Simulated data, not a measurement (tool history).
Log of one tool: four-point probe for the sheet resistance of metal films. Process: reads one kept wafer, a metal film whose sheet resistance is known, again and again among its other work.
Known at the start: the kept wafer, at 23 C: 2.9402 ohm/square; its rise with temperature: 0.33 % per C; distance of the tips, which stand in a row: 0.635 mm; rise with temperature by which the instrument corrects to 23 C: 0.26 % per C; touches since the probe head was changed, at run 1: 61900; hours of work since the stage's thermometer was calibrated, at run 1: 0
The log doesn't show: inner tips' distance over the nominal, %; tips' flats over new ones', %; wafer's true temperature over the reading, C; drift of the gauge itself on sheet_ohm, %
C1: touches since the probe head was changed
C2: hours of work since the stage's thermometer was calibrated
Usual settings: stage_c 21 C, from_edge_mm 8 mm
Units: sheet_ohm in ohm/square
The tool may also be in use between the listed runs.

Run 1, hour 0: usual settings; C1 61900; C2 0. Result: sheet_ohm 2.963941 ohm/square.
Run 2, hour 52.4: usual settings; C1 63259; C2 28. Result: sheet_ohm 2.96397 ohm/square.
Run 3, hour 99.9: usual settings; C1 64488; C2 54. Result: sheet_ohm 2.966168 ohm/square.
Run 4, hour 142.8: usual settings but from_edge_mm 25 mm; C1 65601; C2 77. Result: sheet_ohm 2.956612 ohm/square.
Run 5, hour 194.2: usual settings but from_edge_mm 25 mm; C1 66933; C2 105. Result: sheet_ohm 2.956976 ohm/square.
Run 6, hour 233: usual settings but from_edge_mm 25 mm; C1 67938; C2 126. Result: sheet_ohm 2.955774 ohm/square.
Run 7, hour 264.5: usual settings but from_edge_mm 25 mm; C1 68756; C2 143. Result: sheet_ohm 2.95672 ohm/square.
Run 8, hour 308.4: usual settings but from_edge_mm 25 mm; C1 69893; C2 167. Result: sheet_ohm 2.957201 ohm/square.
Run 9, hour 346.6: usual settings but from_edge_mm 25 mm; C1 70883; C2 187. Result: sheet_ohm 2.9578 ohm/square.
Run 10, hour 376: usual settings; C1 71646; C2 203. Result: sheet_ohm 2.967919 ohm/square.
Run 11, hour 437.8: usual settings; C1 73246; C2 237. Result: sheet_ohm 2.966213 ohm/square.
Run 12, hour 473.6: usual settings; C1 74176; C2 256. Result: sheet_ohm 2.966744 ohm/square.
Run 13, hour 514.2: usual settings; C1 75227; C2 278. Result: sheet_ohm 2.967359 ohm/square.
At hour 518: stage's thermometer calibrated.
Run 14, hour 577.3: usual settings; C1 76849; C2 32. Result: sheet_ohm 2.968858 ohm/square.
Run 15, hour 602.9: usual settings but from_edge_mm 47 mm; C1 77514; C2 46. Result: sheet_ohm 2.958579 ohm/square.
Run 16, hour 644.7: usual settings but from_edge_mm 47 mm; C1 78597; C2 69. Result: sheet_ohm 2.959556 ohm/square.
Run 17, hour 693.3: usual settings but stage_c 30 C, from_edge_mm 20 mm; C1 79857; C2 95. Result: sheet_ohm 2.981041 ohm/square.
Run 18, hour 743.9: usual settings but stage_c 29 C, from_edge_mm 16 mm; C1 81167; C2 122. Result: sheet_ohm 2.979786 ohm/square.
Run 19, hour 805.2: usual settings but stage_c 24 C, from_edge_mm 4 mm; C1 82757; C2 155. Result: sheet_ohm 3.006552 ohm/square.
At hour 823: stage's thermometer calibrated, once more.
Run 20, hour 848.5: usual settings but stage_c 32 C, from_edge_mm 7 mm; C1 83865; C2 14. Result: sheet_ohm 2.994729 ohm/square.
Run 21, hour 904.5: usual settings but stage_c 32 C, from_edge_mm 7 mm; C1 85317; C2 44. Result: sheet_ohm 2.996166 ohm/square.
Run 22, hour 958.1: usual settings but stage_c 33 C, from_edge_mm 7 mm; C1 86706; C2 73. Result: sheet_ohm 2.999059 ohm/square.
Run 23, hour 1017.4: usual settings but stage_c 33 C, from_edge_mm 7 mm; C1 88243; C2 105. Result: sheet_ohm 2.998449 ohm/square.
Run 24, hour 1045.4: usual settings but stage_c 33 C, from_edge_mm 7 mm; C1 88970; C2 120. Result: sheet_ohm 2.998231 ohm/square.
Run 25, hour 1074.7: usual settings but stage_c 26 C, from_edge_mm 7 mm; C1 89729; C2 136. Result: sheet_ohm 2.983303 ohm/square.
Run 26, hour 1116.7: usual settings but stage_c 26 C, from_edge_mm 7 mm; C1 90817; C2 159. Result: sheet_ohm 2.983761 ohm/square.
Run 27, hour 1159.4: usual settings but stage_c 24 C, from_edge_mm 34 mm; C1 91923; C2 182. Result: sheet_ohm 2.967507 ohm/square.
Run 28, hour 1214.6: usual settings but stage_c 27 C, from_edge_mm 10 mm; C1 93356; C2 212. Result: sheet_ohm 2.980411 ohm/square.
Run 29, hour 1275.8: usual settings but stage_c 27 C; C1 94940; C2 245. Result: sheet_ohm 2.984554 ohm/square.
Run 30, hour 1338: usual settings but stage_c 27 C, from_edge_mm 11 mm; C1 96554; C2 278. Result: sheet_ohm 2.979951 ohm/square.

Forecast each of these 3 alternatives for the next run:
Run A, hour 1388.4: usual settings but stage_c 31 C, from_edge_mm 36 mm; C1 97861; C2 306. Result: sheet_ohm ?.
Run B, hour 1388.4: usual settings but stage_c 24 C; C1 97861; C2 306. Result: sheet_ohm ?.
Run C, hour 1388.4: usual settings but stage_c 31 C, from_edge_mm 11 mm; C1 97861; C2 306. Result: sheet_ohm ?.

run  sheet_ohm
  A   2.984505
  B   2.978795
  C   2.989892
Without the tool's hidden state the same runs would have given:
run  sheet_ohm
  A   2.958396
  B   2.952721
  C   2.963739
